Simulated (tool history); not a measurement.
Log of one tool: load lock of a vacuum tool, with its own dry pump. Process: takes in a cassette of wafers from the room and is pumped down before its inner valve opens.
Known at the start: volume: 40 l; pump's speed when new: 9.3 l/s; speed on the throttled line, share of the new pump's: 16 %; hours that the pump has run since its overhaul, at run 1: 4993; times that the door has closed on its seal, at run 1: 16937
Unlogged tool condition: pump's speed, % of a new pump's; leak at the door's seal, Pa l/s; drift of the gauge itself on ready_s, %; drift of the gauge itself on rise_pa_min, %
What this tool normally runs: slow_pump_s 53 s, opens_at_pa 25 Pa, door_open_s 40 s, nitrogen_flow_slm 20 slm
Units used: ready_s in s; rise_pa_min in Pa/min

run,hour,slow_pump_s,opens_at_pa,door_open_s,nitrogen_flow_slm,hours that the pump has run since its overhaul,times that the door has closed on its seal,"incoming humidity of the room's air, %",ready_s,rise_pa_min
1,0,53,25,40,20,4993,16937,45.1,82.1,0.13
2,77.1,53,25,40,20,5070,17134,45.4,81.9,0.13
3,162.9,53,19,40,20,5155,17354,45.4,83.5,0.128
4,250.2,53,19,40,20,5243,17577,45.1,84.4,0.131
5,352.6,53,25,40,20,5345,17839,46.2,82.4,0.14
6,498.5,53,25,40,20,5491,18212,47.2,82.6,0.138
7,647.6,53,25,40,20,5640,18593,45.4,83.9,0.144
8,751.7,53,25,40,20,5744,18859,46.5,82.5,0.146
9,886.5,53,25,40,20,5879,19204,46.4,82.2,0.146
10,978.8,53,25,40,20,5971,19440,43.3,82.9,0.15
11,1145.1,53,25,40,20,6138,19865,43.9,83.1,0.156
12,1295.9,53,25,40,20,6288,20250,47.3,83.4,0.166
13,1419.8,53,25,40,20,6412,20567,42.1,82.6,0.16
14,1591.1,49,25,40,20,6584,21005,48.3,80.2,0.169
15,1751.8,49,25,40,20,6744,21416,44.4,79.6,0.174
16,1886.2,64,25,40,20,6879,21760,45.8,91.8,0.177
17,2001.7,64,25,108,20,6994,22055,45.8,91.9,0.204
18,2134.5,38,25,40,20,7127,22394,46.4,70.9,0.197
19,2291.8,38,25,40,20,7284,22797,45.6,71.1,0.19
20,2459,37,40,147,37,7451,23224,46.5,67.7,0.215
21,2605.4,32,25,40,20,7598,23598,44.8,66.3,0.192
22,2699.5,32,25,40,20,7692,23839,44.9,66.7,0.203
23,2844.4,50,41,138,14,7837,24209,43.4,77.9,0.239
24,2975,50,41,138,14,7968,24543,41.3,78.7,0.236
25,3127.7,78,31,131,20,8120,24934,44.7,103.5,0.242
26,3238.9,78,31,131,20,8231,25218,45.1,103.6,0.245
27,3370.7,56,21,191,34,8363,25555,42.8,86.2,0.245
28,3514.8,56,21,191,34,8507,25923,46.1,86.7,0.249
29,3680.4,56,21,191,34,8673,26347,42.5,86.4,0.249
30,3799.7,53,25,166,9,8792,26652,46.9,83.7,0.292
31,3922.5,93,24,31,5,8915,26966,42.9,116,0.244
32,4011.6,58,27,47,28,9004,27194,46.3,88,0.25
33,4120.4,31,21,40,20,9113,27472,46.4,67.3,0.251
34,4256.6,31,24,40,27,9249,27820,41.1,66.8,0.25
35,4395.3,53,26,40,20,9388,28175,44.8,84.4,0.265
36,4507.7,53,25,40,5,9500,28462,47.6,84.9,0.279

Below are 5 alternative next runs, each starting from the tool's condition after run 36. Predict each:
A,4667.5,68,25,40,5,9660,28871,43.7,?,?
B,4667.5,81,31,66,5,9660,28871,45.6,?,?
C,4667.5,53,49,31,29,9660,28871,41.6,?,?
D,4667.5,28,25,40,20,9660,28871,46.8,?,?
E,4667.5,53,25,30,20,9660,28871,46.4,?,?

run,ready_s,rise_pa_min
A,97.2,0.273
B,106.9,0.287
C,80.6,0.261
D,64,0.273
E,85.7,0.266
Without the tool's unlogged condition, the same runs would have read:
run,ready_s,rise_pa_min
A,93.5,0.03
B,103.7,0.049
C,77.1,0.016
D,59.4,0.027
E,81.7,0.022
